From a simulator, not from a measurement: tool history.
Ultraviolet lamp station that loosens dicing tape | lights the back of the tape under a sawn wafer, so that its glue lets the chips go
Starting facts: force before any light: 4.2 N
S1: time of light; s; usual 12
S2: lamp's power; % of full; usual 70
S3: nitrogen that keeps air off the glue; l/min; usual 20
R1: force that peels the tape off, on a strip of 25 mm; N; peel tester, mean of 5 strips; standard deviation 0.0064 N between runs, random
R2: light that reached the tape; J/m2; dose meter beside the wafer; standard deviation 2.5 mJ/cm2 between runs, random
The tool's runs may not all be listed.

Run 1, hour 0: usual settings. Result: R1 0.235 N, R2 2830 J/m2.
Run 2, hour 10.5: usual settings but S1 9 s. Result: R1 0.451 N, R2 2070 J/m2.
Run 3, hour 23.2: usual settings but S1 9 s. Result: R1 0.449 N, R2 2060 J/m2.
Run 4, hour 35.4: usual settings but S1 9 s. Result: R1 0.437 N, R2 2080 J/m2.
Run 5, hour 43.5: usual settings but S1 9 s, S2 68 % of full. Result: R1 0.476 N, R2 2030 J/m2.
Run 6, hour 51.8: usual settings but S1 9 s, S2 68 % of full. Result: R1 0.484 N, R2 1990 J/m2.
Run 7, hour 62.3: usual settings but S1 9 s, S2 68 % of full. Result: R1 0.491 N, R2 1980 J/m2.
Run 8, hour 77.8: usual settings but S1 8 s, S2 91 % of full. Result: R1 0.348 N, R2 2300 J/m2.
Run 9, hour 93: usual settings but S1 8 s, S2 91 % of full. Result: R1 0.359 N, R2 2310 J/m2.
Run 10, hour 103.3: usual settings but S1 13 s, S2 91 % of full. Result: R1 0.129 N, R2 3750 J/m2.
Run 11, hour 113.7: usual settings but S1 13 s, S2 91 % of full. Result: R1 0.136 N, R2 3720 J/m2.

Below are 4 alternative next runs, each starting from the tool's condition after run 11. Predict each:
Run A, hour 126.8: usual settings but S1 6 s, S2 99 % of full. Result: R1 ?, R2 ?.
Run B, hour 126.8: usual settings but S1 13 s, S2 68 % of full, S3 24 l/min. Result: R1 ?, R2 ?.
Run C, hour 126.8: usual settings but S1 11 s, S2 77 % of full, S3 19 l/min. Result: R1 ?, R2 ?.
Run D, hour 126.8: usual settings but S1 7 s. Result: R1 ?, R2 ?.

run     R1    R2
  A  0.549  1840
  B  0.214  2750
  C  0.284  2670
  D  0.766  1490
The same runs, with their run-to-run variation unchanged, on a tool lacking any hidden condition would have given:
run     R1    R2
  A  0.415  2130
  B  0.162  3180
  C   0.21  3090
  D  0.597  1730
